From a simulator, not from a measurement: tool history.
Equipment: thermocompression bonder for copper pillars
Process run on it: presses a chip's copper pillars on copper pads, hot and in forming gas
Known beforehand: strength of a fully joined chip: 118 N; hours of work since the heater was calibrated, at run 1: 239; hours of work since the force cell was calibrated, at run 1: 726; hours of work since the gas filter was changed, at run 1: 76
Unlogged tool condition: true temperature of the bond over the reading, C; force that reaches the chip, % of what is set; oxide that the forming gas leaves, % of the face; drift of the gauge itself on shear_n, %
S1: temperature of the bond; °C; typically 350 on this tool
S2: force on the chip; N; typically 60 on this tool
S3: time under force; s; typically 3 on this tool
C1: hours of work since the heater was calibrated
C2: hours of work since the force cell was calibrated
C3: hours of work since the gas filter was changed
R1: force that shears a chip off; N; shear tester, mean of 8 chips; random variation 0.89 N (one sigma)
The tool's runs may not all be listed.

run	day	S1	S2	S3	C1	C2	C3	R1
1	0	350	60	3	239	726	76	68.3
2	0.675	350	60	3	249	737	87	65.9
3	1.308	350	72	3	260	747	97	76
4	1.912	350	72	3	269	756	106	75.6
5	2.208	350	60	3	274	761	111	65.8
6	2.558	350	60	3	280	767	117	65.7
7	3.138	350	60	3	289	776	126	66.4
8	3.508	350	60	3	295	782	132	64.4
9	3.821	350	60	7	300	787	137	84
10	4.25	350	60	3	307	794	144	64.5
11	4.888	350	60	3	317	804	154	65
12	5.367	350	60	3	325	812	162	63.7
# day 5.483: forming gas filter changed
13	5.962	350	60	3	334	821	8	66.9
14	6.496	350	60	3	342	829	16	69.6
15	6.858	350	52	3	348	835	22	59.9
16	7.188	350	52	3	353	840	27	60.3
17	7.617	357	75	2	360	847	34	75.3
18	7.971	330	60	5	366	853	40	64.3
19	8.488	330	43	3	374	861	48	39.8
20	8.938	359	39	4	381	868	55	55.9
21	9.258	359	39	4	386	874	60	55.9
# day 9.367: force cell calibrated
22	9.958	359	39	8	397	9	71	66.6
23	10.533	350	60	5	406	19	80	76.1
# day 10.688: force cell calibrated, once more
24	11.046	376	60	8	413	6	87	101.8
25	11.35	350	60	2	418	11	92	62.7
26	11.775	350	60	7	425	17	99	86.4
27	12.083	350	60	7	430	22	104	86.1
28	12.588	339	76	3	438	30	112	74
29	13.296	374	49	2	449	42	123	65
30	13.996	349	67	5	460	53	134	84.7
31	14.658	349	67	5	471	64	145	82.6
32	15.017	338	69	3	477	69	150	68.5

Describe how what the log doesn't record of the tool's condition differs between the last listed run preceding each entry between runs and the first listed run following it.
In the gap between runs 12 and 13: forming gas filter changed (day 5.483)
  force that reaches the chip, % of what is set: 93.3 -> 93.2; oxide that the forming gas leaves, % of the face: 6.86 -> 0.85
  measured less the result without the state, R1: -9.3 -> -5.1 N
In the gap between runs 21 and 22: force cell calibrated (day 9.367)
  true temperature of the bond over the reading, C: -1.9 -> -2; force that reaches the chip, % of what is set: 92.9 -> 89.2; oxide that the forming gas leaves, % of the face: 2.87 -> 3.23
  measured less the result without the state, R1: -6.4 -> -9.2 N
In the gap between runs 23 and 24: force cell calibrated, once more (day 10.688)
  force that reaches the chip, % of what is set: 89.1 -> 99.7; oxide that the forming gas leaves, % of the face: 3.59 -> 3.86
  measured less the result without the state, R1: -10.1 -> -4.4 N
